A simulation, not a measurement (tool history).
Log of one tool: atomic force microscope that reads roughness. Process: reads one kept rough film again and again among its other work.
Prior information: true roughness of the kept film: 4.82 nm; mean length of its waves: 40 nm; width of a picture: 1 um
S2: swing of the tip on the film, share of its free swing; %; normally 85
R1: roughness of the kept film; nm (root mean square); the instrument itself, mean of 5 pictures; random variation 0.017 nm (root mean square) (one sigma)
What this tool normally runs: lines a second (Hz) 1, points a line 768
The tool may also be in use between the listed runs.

Run 1, hour 0: usual settings. Result: R1 3.777 nm (root mean square).
Run 2, hour 33: usual settings but S2 79 %. Result: R1 3.309 nm (root mean square).
At hour 44: new tip fitted.
Run 3, hour 73.3: usual settings. Result: R1 3.495 nm (root mean square).
At hour 101.3: new tip fitted.
Run 4, hour 119.5: usual settings. Result: R1 3.669 nm (root mean square).
Run 5, hour 150.3: usual settings. Result: R1 3.241 nm (root mean square).
At hour 158.8: new tip fitted.
Run 6, hour 185.2: usual settings but points a line 934. Result: R1 3.534 nm (root mean square).
At hour 216.2: new tip fitted.
Run 7, hour 231.8: usual settings but points a line 934. Result: R1 3.703 nm (root mean square).
Run 8, hour 256.8: usual settings but points a line 934. Result: R1 3.303 nm (root mean square).
At hour 271.2: new tip fitted.
Run 9, hour 286.8: usual settings but lines a second (Hz) 1.77. Result: R1 3.543 nm (root mean square).
Run 10, hour 315.6: usual settings but lines a second (Hz) 2.77. Result: R1 2.908 nm (root mean square).
At hour 327.8: new tip fitted.
Run 11, hour 357.7: usual settings but lines a second (Hz) 2.77. Result: R1 3.139 nm (root mean square).
At hour 383: new tip fitted.
Run 12, hour 406.7: usual settings. Result: R1 3.599 nm (root mean square).
At hour 442.3: new tip fitted.
Run 13, hour 454.1: usual settings. Result: R1 3.768 nm (root mean square).
Run 14, hour 486.2: usual settings but points a line 481. Result: R1 3.312 nm (root mean square).
At hour 499.2: new tip fitted.
Run 15, hour 540.1: usual settings but points a line 584. Result: R1 3.375 nm (root mean square).
At hour 557.5: new tip fitted.
Run 16, hour 568.4: usual settings but lines a second (Hz) 0.79, points a line 584. Result: R1 3.875 nm (root mean square).
At hour 614.2: new tip fitted.
Run 17, hour 626.5: usual settings. Result: R1 3.763 nm (root mean square).
Run 18, hour 668.1: usual settings. Result: R1 3.179 nm (root mean square).
At hour 671.2: new tip fitted.
Run 19, hour 713.4: usual settings. Result: R1 3.32 nm (root mean square).
At hour 727: new tip fitted.
Run 20, hour 746.7: usual settings. Result: R1 3.663 nm (root mean square).
At hour 784.3: new tip fitted.
Run 21, hour 784.3: usual settings. Result: R1 4.001 nm (root mean square).
At hour 839.4: new tip fitted.
Run 22, hour 844.5: usual settings. Result: R1 3.903 nm (root mean square).
Run 23, hour 870.4: usual settings. Result: R1 3.435 nm (root mean square).
At hour 895.8: new tip fitted.
Run 24, hour 903.8: usual settings. Result: R1 3.879 nm (root mean square).
Run 25, hour 933.8: usual settings. Result: R1 3.399 nm (root mean square).
At hour 951.6: new tip fitted.
Run 26, hour 959.7: usual settings but S2 75 %, points a line 297. Result: R1 3.96 nm (root mean square).
Run 27, hour 994.4: usual settings but lines a second (Hz) 0.54, S2 71 %. Result: R1 3.509 nm (root mean square).
At hour 1009.2: new tip fitted.
Run 28, hour 1053.3: usual settings but S2 77 %. Result: R1 3.403 nm (root mean square).
At hour 1065.6: new tip fitted.
Run 29, hour 1107.9: usual settings but S2 82 %, points a line 742. Result: R1 3.361 nm (root mean square).
At hour 1123.1: new tip fitted.
Run 30, hour 1148.6: usual settings but lines a second (Hz) 1.81, S2 88 %, points a line 756. Result: R1 3.324 nm (root mean square).
At hour 1178.4: new tip fitted.
Run 31, hour 1203.9: usual settings but lines a second (Hz) 1.81, S2 88 %, points a line 756. Result: R1 3.391 nm (root mean square).
At hour 1234.7: new tip fitted.
Run 32, hour 1253.8: usual settings but lines a second (Hz) 1.81, S2 62 %, points a line 756. Result: R1 3.728 nm (root mean square).
At hour 1289.9: new tip fitted.
Run 33, hour 1289.9: usual settings but lines a second (Hz) 1.81, S2 62 %, points a line 474. Result: R1 4.148 nm (root mean square).
Run 34, hour 1320.5: usual settings but points a line 656. Result: R1 3.479 nm (root mean square).
At hour 1345.4: new tip fitted.
Run 35, hour 1345.9: usual settings but lines a second (Hz) 3.38, S2 59 %, points a line 758. Result: R1 4.013 nm (root mean square).
At hour 1401.5: new tip fitted.
Run 36, hour 1401.5: usual settings but lines a second (Hz) 2.29, S2 84 %, points a line 359. Result: R1 3.67 nm (root mean square).
Run 37, hour 1442.8: usual settings but S2 83 %, points a line 333. Result: R1 3.269 nm (root mean square).
At hour 1460.3: new tip fitted.
Run 38, hour 1494.9: usual settings but lines a second (Hz) 2.82, S2 71 %. Result: R1 3.342 nm (root mean square).
At hour 1515.1: new tip fitted.
Run 39, hour 1537.3: usual settings but lines a second (Hz) 2.82, S2 71 %. Result: R1 3.53 nm (root mean square).
Run 40, hour 1566.5: usual settings but lines a second (Hz) 2.96, S2 59 %, points a line 982. Result: R1 3.276 nm (root mean square).
At hour 1572.4: new tip fitted.
Run 41, hour 1615: usual settings but lines a second (Hz) 2.96, S2 79 %, points a line 982. Result: R1 3.105 nm (root mean square).
At hour 1629.6: new tip fitted.
Run 42, hour 1647: usual settings but lines a second (Hz) 3.08, S2 75 %, points a line 323. Result: R1 3.537 nm (root mean square).
At hour 1687.4: new tip fitted.
Run 43, hour 1687.5: usual settings but S2 62 %. Result: R1 4.212 nm (root mean square).
Run 44, hour 1714.1: usual settings but lines a second (Hz) 2.52, S2 83 %, points a line 504. Result: R1 3.242 nm (root mean square).
At hour 1744.2: new tip fitted.
Run 45, hour 1761.7: usual settings but lines a second (Hz) 2.52, S2 83 %, points a line 504. Result: R1 3.422 nm (root mean square).
At hour 1799.5: new tip fitted.
Run 46, hour 1805.9: usual settings but lines a second (Hz) 1.76, S2 86 %. Result: R1 3.672 nm (root mean square).
Run 47, hour 1848.8: usual settings but lines a second (Hz) 1.76, S2 86 %. Result: R1 3.096 nm (root mean square).
At hour 1854.9: new tip fitted.
Run 48, hour 1903: usual settings but lines a second (Hz) 0.82, S2 86 %. Result: R1 3.374 nm (root mean square).
At hour 1913.2: new tip fitted.
Run 49, hour 1942.8: usual settings but lines a second (Hz) 0.82, S2 86 %. Result: R1 3.478 nm (root mean square).

5 ways to go on from here, each from the tool as it stands after run 49. What would each give?
At hour 1968.1: new tip fitted.
Run A, hour 1968.1: usual settings but lines a second (Hz) 2.79, S2 86 %, points a line 409. Result: R1 ?.
At hour 1968.1: new tip fitted.
Run B, hour 1968.1: usual settings but lines a second (Hz) 0.93, S2 84 %. Result: R1 ?.
At hour 1968.1: new tip fitted.
Run C, hour 1968.1: usual settings but lines a second (Hz) 0.89. Result: R1 ?.
At hour 1968.1: new tip fitted.
Run D, hour 1968.1: usual settings but lines a second (Hz) 1.24, S2 66 %, points a line 388. Result: R1 ?.
At hour 1968.1: new tip fitted.
Run E, hour 1968.1: usual settings but lines a second (Hz) 0.82, S2 86 %, points a line 275. Result: R1 ?.

run     R1
  A  3.567
  B  4.076
  C   4.06
  D   4.19
  E  4.048
Take away the tool's hidden state, keep each run's random variation, and the runs would have read:
run     R1
  A  3.555
  B  4.062
  C  4.046
  D  4.176
  E  4.035
